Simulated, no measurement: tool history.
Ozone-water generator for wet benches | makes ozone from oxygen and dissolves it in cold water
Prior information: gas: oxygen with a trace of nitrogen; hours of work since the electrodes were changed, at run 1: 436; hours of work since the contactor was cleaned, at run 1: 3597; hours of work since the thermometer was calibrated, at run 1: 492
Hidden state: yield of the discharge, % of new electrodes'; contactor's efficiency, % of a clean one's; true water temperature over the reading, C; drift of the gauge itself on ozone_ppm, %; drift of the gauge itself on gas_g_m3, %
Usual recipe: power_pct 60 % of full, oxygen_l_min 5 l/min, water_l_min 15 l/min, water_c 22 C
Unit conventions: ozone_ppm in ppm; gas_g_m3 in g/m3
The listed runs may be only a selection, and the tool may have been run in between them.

| run | hour | power_pct | oxygen_l_min | water_l_min | water_c | hours of work since the electrodes were changed | hours of work since the contactor was cleaned | hours of work since the thermometer was calibrated | ozone_ppm | gas_g_m3 |
|---|---|---|---|---|---|---|---|---|---|---|
| 1 | 0 | 60 | 5 | 15 | 22 | 436 | 3597 | 492 | 28 | 246.2 |
| 2 | 26.5 | 60 | 5 | 15 | 22 | 456 | 3617 | 512 | 27.5 | 242.9 |
| 3 | 71.3 | 60 | 5 | 15 | 22 | 489 | 3650 | 545 | 27.7 | 245 |
| 4 | 119.1 | 71 | 5 | 15 | 22 | 525 | 3686 | 581 | 30.5 | 271.4 |
| 5 | 160 | 60 | 5 | 15 | 22 | 555 | 3716 | 611 | 27.5 | 247.3 |
| 6 | 202.4 | 60 | 5 | 15 | 22 | 586 | 3748 | 642 | 27.5 | 246.1 |
| 7 | 244.5 | 58 | 5 | 15 | 22 | 618 | 3779 | 674 | 26.9 | 241.2 |
| 8 | 286.1 | 60 | 5 | 10 | 22 | 649 | 3810 | 705 | 35.3 | 245.9 |
| 9 | 320.4 | 60 | 5 | 10 | 22 | 674 | 3835 | 730 | 35 | 243 |
| 10 | 361.1 | 60 | 5 | 10 | 22 | 704 | 3865 | 760 | 35.3 | 245.9 |
| 11 | 395.8 | 60 | 5 | 10 | 14 | 730 | 3891 | 786 | 40.6 | 241.6 |
| 12 | 436.6 | 60 | 5 | 10 | 14 | 760 | 3922 | 816 | 41.4 | 245.4 |
| 13 | 458.3 | 60 | 5 | 10 | 14 | 777 | 3938 | 832 | 41.1 | 241.6 |
| 14 | 488 | 60 | 5 | 10 | 14 | 799 | 3960 | 854 | 40.8 | 244 |
| 15 | 535.5 | 45 | 5 | 22 | 14 | 834 | 3995 | 890 | 19.4 | 206.1 |
| 16 | 576.7 | 53 | 3.04 | 23 | 19 | 864 | 4026 | 920 | 18 | 288.2 |
| 17 | 600.4 | 53 | 7.2 | 17 | 19 | 882 | 4043 | 938 | 24.1 | 189.3 |
| 18 | 628.7 | 56 | 8.98 | 19 | 17 | 903 | 4064 | 959 | 23.8 | 174.8 |
| 19 | 657.4 | 68 | 5 | 15 | 18 | 924 | 4085 | 980 | 30.8 | 262.1 |
| 20 | 694.2 | 46 | 5.45 | 20 | 25 | 952 | 4113 | 1008 | 17.9 | 200.3 |
| 21 | 724.3 | 70 | 5.45 | 20 | 15 | 974 | 4135 | 1030 | 26.8 | 255.2 |
| 22 | 757.6 | 76 | 4.48 | 10 | 22 | 999 | 4160 | 1055 | 40 | 294.2 |
| 23 | 779 | 76 | 4.48 | 10 | 22 | 1015 | 4176 | 1071 | 40.3 | 293.6 |
| 24 | 826.8 | 76 | 4.48 | 10 | 22 | 1050 | 4211 | 1106 | 39.8 | 295.4 |
| 25 | 864.7 | 76 | 4.48 | 10 | 22 | 1078 | 4239 | 1134 | 39.8 | 294 |
| 26 | 907.6 | 76 | 7.38 | 10 | 22 | 1110 | 4271 | 1166 | 36.4 | 227.1 |
| 27 | 933.2 | 68 | 5 | 10 | 27 | 1129 | 4290 | 1185 | 33.1 | 260.1 |

Some steps in ozone_ppm, run to run, broken into two amounts with sign: the step expected even without the hidden condition (settings, incoming material, random variation), and the rest, left for the hidden condition together with whatever gauge scatter is not in both the measured and the hidden-condition-free result:
Run 14 -> 15: power_pct 60 -> 45, water_l_min 10 -> 22. ozone_ppm -21.4 ppm: hidden state +0.9, all else -22.3.
Run 19 -> 20: power_pct 68 -> 46, oxygen_l_min 5 -> 5.45, water_l_min 15 -> 20, water_c 18 -> 25. ozone_ppm -12.9 ppm: hidden state +0.8, all else -13.7.
Run 21 -> 22: power_pct 70 -> 76, oxygen_l_min 5.45 -> 4.48, water_l_min 20 -> 10, water_c 15 -> 22. ozone_ppm +13.2 ppm: hidden state -0.6, all else +13.8.

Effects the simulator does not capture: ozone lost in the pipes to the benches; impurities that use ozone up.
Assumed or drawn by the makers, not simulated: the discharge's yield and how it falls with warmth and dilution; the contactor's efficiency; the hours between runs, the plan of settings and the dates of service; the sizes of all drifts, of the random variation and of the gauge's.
